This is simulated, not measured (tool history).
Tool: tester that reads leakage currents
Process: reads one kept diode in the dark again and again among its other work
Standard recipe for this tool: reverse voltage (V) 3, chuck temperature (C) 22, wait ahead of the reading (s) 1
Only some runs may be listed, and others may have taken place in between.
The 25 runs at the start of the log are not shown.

run     day  reverse voltage (V)  chuck temperature (C)  wait ahead of the reading (s)  current that the tester gives (pA)
 26  31.775                15.38                     33                              1                              271.45
 27  33.425                15.38                     33                              1                              269.87
 28  35.067                 2.14                     22                            3.1                               54.11
 29  36.208                 2.14                     22                            3.1                               54.84
 30  37.521                 2.14                     22                            3.1                               54.41
 31  38.854                 4.36                     22                           2.17                               74.17
 32  39.829                17.01                     28                           2.65                              203.28
 33  40.746                10.53                     46                           0.78                               535.3
 34  41.733                 2.47                     23                           0.78                               62.75
 35    43.1                 1.39                     25                           1.86                               56.64
 36  44.271                 1.39                     25                           1.86                               56.91
 37  45.933                 2.86                     22                              1                               62.14
 38  47.383                    3                     28                              1                               97.74
 39    48.5                 1.01                     28                              1                               61.51

Branching from run 39: 3 alternative next runs. What would each branch give?
  A  49.579                 2.41                     22                           1.62                                   ?
  B  49.579                  2.1                     25                           0.45                                   ?
  C  49.579                 1.64                     46                           0.38                                   ?

run  current that the tester gives (pA)
  A                               58.29
  B                                  68
  C                              247.24
Without the tool's hidden state the same runs would have given:
run  current that the tester gives (pA)
  A                               51.64
  B                               60.71
  C                              226.06
